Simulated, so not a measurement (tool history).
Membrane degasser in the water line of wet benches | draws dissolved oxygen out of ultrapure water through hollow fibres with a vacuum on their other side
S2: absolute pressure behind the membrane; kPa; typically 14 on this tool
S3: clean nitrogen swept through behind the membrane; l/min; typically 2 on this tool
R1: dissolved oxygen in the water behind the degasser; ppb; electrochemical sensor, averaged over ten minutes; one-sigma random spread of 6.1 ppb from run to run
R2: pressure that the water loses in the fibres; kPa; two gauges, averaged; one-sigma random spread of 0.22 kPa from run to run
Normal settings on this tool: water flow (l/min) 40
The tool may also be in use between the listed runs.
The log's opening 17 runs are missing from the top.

{"run": 18, "day": 23.35, "water flow (l/min)": 41, "S2": 24.4, "S3": 4.87, "R1": 560.8, "R2": 52.48}
{"run": 19, "day": 25.121, "water flow (l/min)": 40, "S2": 28.8, "S3": 1.57, "R1": 1363.3, "R2": 51.21}
{"run": 20, "day": 26.475, "water flow (l/min)": 55, "S2": 25.6, "S3": 2.86, "R1": 1080.5, "R2": 70.79}
{"run": 21, "day": 27.6, "water flow (l/min)": 55, "S2": 13.9, "S3": 2.86, "R1": 671.6, "R2": 69.96}
{"run": 22, "day": 28.496, "water flow (l/min)": 40, "S2": 34.6, "S3": 2, "R1": 1347.7, "R2": 50.95}
{"run": 23, "day": 30.121, "water flow (l/min)": 54, "S2": 20, "S3": 2.86, "R1": 879.9, "R2": 68.76}
{"run": 24, "day": 31.892, "water flow (l/min)": 31, "S2": 23, "S3": 2.5, "R1": 637.8, "R2": 39.63}
{"run": 25, "day": 32.942, "water flow (l/min)": 27, "S2": 16.7, "S3": 2.27, "R1": 455, "R2": 34.61}
{"run": 26, "day": 34.717, "water flow (l/min)": 27, "S2": 16.7, "S3": 2.27, "R1": 438.5, "R2": 34.22}
{"run": 27, "day": 36.108, "water flow (l/min)": 33, "S2": 14, "S3": 2.14, "R1": 484.6, "R2": 41.85}
{"run": 28, "day": 37.508, "water flow (l/min)": 33, "S2": 14, "S3": 2.14, "R1": 487.3, "R2": 42.02}
{"day": 38.754, "done": "gauge calibrated"}
{"run": 29, "day": 39.154, "water flow (l/min)": 56, "S2": 14, "S3": 3.11, "R1": 667.5, "R2": 72.92}
{"run": 30, "day": 40.038, "water flow (l/min)": 42, "S2": 9.3, "S3": 3.11, "R1": 371, "R2": 55.14}
{"run": 31, "day": 40.871, "water flow (l/min)": 42, "S2": 24.2, "S3": 3.88, "R1": 663.4, "R2": 54.58}
{"run": 32, "day": 42.7, "water flow (l/min)": 42, "S2": 24.2, "S3": 3.88, "R1": 662.2, "R2": 55.14}
{"run": 33, "day": 44.146, "water flow (l/min)": 40, "S2": 14, "S3": 3.46, "R1": 448.9, "R2": 52.01}

Here are 3 independent what-if runs from the current tool condition. What would each one return?
{"run": "A", "day": 45.079, "water flow (l/min)": 61, "S2": 14, "S3": 3.46, "R1": "?", "R2": "?"}
{"run": "B", "day": 45.079, "water flow (l/min)": 38, "S2": 9.7, "S3": 1.51, "R1": "?", "R2": "?"}
{"run": "C", "day": 45.079, "water flow (l/min)": 39, "S2": 14.6, "S3": 2.21, "R1": "?", "R2": "?"}

run=A R1=684.9 R2=79.3
run=B R1=480.7 R2=49.35
run=C R1=579.9 R2=50.75
With the hidden condition removed and each run's random variation left untouched, the same runs would have given:
run=A R1=684.3 R2=79.63
run=B R1=480.2 R2=49.56
run=C R1=579.4 R2=50.96
